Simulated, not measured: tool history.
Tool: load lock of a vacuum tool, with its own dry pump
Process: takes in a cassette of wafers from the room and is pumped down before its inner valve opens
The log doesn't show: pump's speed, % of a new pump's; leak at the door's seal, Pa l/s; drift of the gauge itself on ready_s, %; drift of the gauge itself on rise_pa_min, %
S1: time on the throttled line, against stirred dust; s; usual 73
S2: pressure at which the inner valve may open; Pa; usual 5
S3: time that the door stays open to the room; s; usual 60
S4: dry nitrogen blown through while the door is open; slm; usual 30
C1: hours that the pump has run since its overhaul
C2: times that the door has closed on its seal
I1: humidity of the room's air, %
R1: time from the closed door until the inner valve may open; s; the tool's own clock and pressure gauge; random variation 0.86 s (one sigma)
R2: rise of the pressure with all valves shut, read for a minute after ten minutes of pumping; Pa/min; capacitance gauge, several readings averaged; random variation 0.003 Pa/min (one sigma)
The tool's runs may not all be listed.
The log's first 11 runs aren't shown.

run,hour,S1,S2,S3,S4,C1,C2,I1,R1,R2
12,3230.8,73,5,60,30,762,9197,45.9,135.1,0.015
13,3575.7,73,5,60,30,1107,9552,43.0,134.2,0.007
14,3892.5,73,5,60,30,1424,9879,47.2,134.3,0.008
15,4233.3,73,5,60,30,1765,10230,45.9,132.5,0.010
16,4618.0,73,5,60,42,2150,10626,44.5,133.4,0.008
17,4839.7,73,5,60,42,2371,10855,46.5,133.8,0.011
18,5055.4,73,5,60,30,2587,11077,40.7,132.5,0.012
19,5237.7,73,5,60,30,2769,11265,46.1,133.6,0.010
20,5436.9,63,5,60,10,2969,11470,45.3,126.7,0.028
21,5865.3,73,5,108,42,3397,11912,43.0,134.5,0.015
22,6293.0,73,5,108,7,3825,12353,45.8,135.1,0.033
23,6611.1,73,5,108,7,4143,12681,43.4,132.9,0.032
24,6880.6,73,5,108,7,4412,12959,46.6,132.8,0.032
25,7146.8,45,5,139,7,4679,13233,45.7,112.3,0.036
26,7456.5,80,5,139,7,4988,13552,44.5,138.4,0.031
27,7827.0,73,6,60,5,5359,13934,44.0,131.1,0.033
28,8053.1,73,6,60,14,5585,14167,45.0,131.1,0.017
29,8374.9,126,8,29,14,5907,14499,41.9,170.8,0.010
30,8669.1,126,8,29,14,6201,14802,46.6,170.3,0.014

Forecast run 31:
31,8960.5,48,8,29,31,6492,15102,39.3,?,?

{"run 31": {"R1": 111.4, "R2": 0.018}}
Without the tool's hidden state the same run would have given R1 111.3 s, R2 0.018 Pa/min.
